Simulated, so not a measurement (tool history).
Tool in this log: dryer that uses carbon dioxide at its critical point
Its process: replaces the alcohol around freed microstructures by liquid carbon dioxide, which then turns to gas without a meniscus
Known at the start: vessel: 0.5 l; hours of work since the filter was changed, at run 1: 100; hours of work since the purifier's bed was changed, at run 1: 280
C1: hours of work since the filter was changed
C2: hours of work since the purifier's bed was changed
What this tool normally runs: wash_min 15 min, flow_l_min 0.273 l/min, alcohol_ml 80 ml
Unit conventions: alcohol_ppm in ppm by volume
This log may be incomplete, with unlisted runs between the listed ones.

run 1 hour=0 | wash_min=15 flow_l_min=0.273 alcohol_ml=80 | C1=100 C2=280 | alcohol_ppm=207
run 2 hour=21.1 | wash_min=17 flow_l_min=0.273 alcohol_ml=80 | C1=113 C2=294 | alcohol_ppm=114
run 3 hour=42 | wash_min=17 flow_l_min=0.268 alcohol_ml=80 | C1=127 C2=308 | alcohol_ppm=117
run 4 hour=57.9 | wash_min=17 flow_l_min=0.268 alcohol_ml=80 | C1=138 C2=319 | alcohol_ppm=122
run 5 hour=75.5 | wash_min=15 flow_l_min=0.265 alcohol_ml=80 | C1=149 C2=330 | alcohol_ppm=275
run 6 hour=97.4 | wash_min=15 flow_l_min=0.265 alcohol_ml=80 | C1=164 C2=345 | alcohol_ppm=286
run 7 hour=115.5 | wash_min=15 flow_l_min=0.265 alcohol_ml=80 | C1=176 C2=357 | alcohol_ppm=287
run 8 hour=136.1 | wash_min=15 flow_l_min=0.265 alcohol_ml=80 | C1=189 C2=370 | alcohol_ppm=287
run 9 hour=146.7 | wash_min=15 flow_l_min=0.265 alcohol_ml=80 | C1=196 C2=377 | alcohol_ppm=306
run 10 hour=172.6 | wash_min=9 flow_l_min=0.294 alcohol_ml=51 | C1=213 C2=394 | alcohol_ppm=1467
run 11 hour=192.1 | wash_min=9 flow_l_min=0.294 alcohol_ml=51 | C1=226 C2=407 | alcohol_ppm=1480
run 12 hour=215.4 | wash_min=14 flow_l_min=0.277 alcohol_ml=97 | C1=242 C2=422 | alcohol_ppm=452
run 13 hour=238.4 | wash_min=23 flow_l_min=0.266 alcohol_ml=57 | C1=257 C2=438 | alcohol_ppm=56
run 14 hour=260.2 | wash_min=15 flow_l_min=0.252 alcohol_ml=100 | C1=271 C2=452 | alcohol_ppm=548
run 15 hour=280.9 | wash_min=14 flow_l_min=0.434 alcohol_ml=80 | C1=285 C2=466 | alcohol_ppm=50
run 16 hour=296.9 | wash_min=16 flow_l_min=0.405 alcohol_ml=80 | C1=295 C2=476 | alcohol_ppm=62
run 17 hour=311.9 | wash_min=10 flow_l_min=0.283 alcohol_ml=64 | C1=305 C2=486 | alcohol_ppm=1601
run 18 hour=325.8 | wash_min=10 flow_l_min=0.168 alcohol_ml=105 | C1=314 C2=495 | alcohol_ppm=16175

Difference, measured minus no-hidden-state, one row per run. Run-to-run variation is common to both terms; the gauge's own scatter need not be:
Hidden state at play: flow that reaches the vessel past the clogged filter, %; alcohol in the recycled carbon dioxide, ppm; drift of the gauge itself on alcohol_ppm, %.
run=1 alcohol_ppm=+68
run=2 alcohol_ppm=+50
run=3 alcohol_ppm=+56
run=4 alcohol_ppm=+59
run=5 alcohol_ppm=+99
run=6 alcohol_ppm=+109
run=7 alcohol_ppm=+113
run=8 alcohol_ppm=+121
run=9 alcohol_ppm=+129
run=10 alcohol_ppm=+409
run=11 alcohol_ppm=+432
run=12 alcohol_ppm=+195
run=13 alcohol_ppm=+47
run=14 alcohol_ppm=+250
run=15 alcohol_ppm=+50
run=16 alcohol_ppm=+49
run=17 alcohol_ppm=+602
run=18 alcohol_ppm=+3797
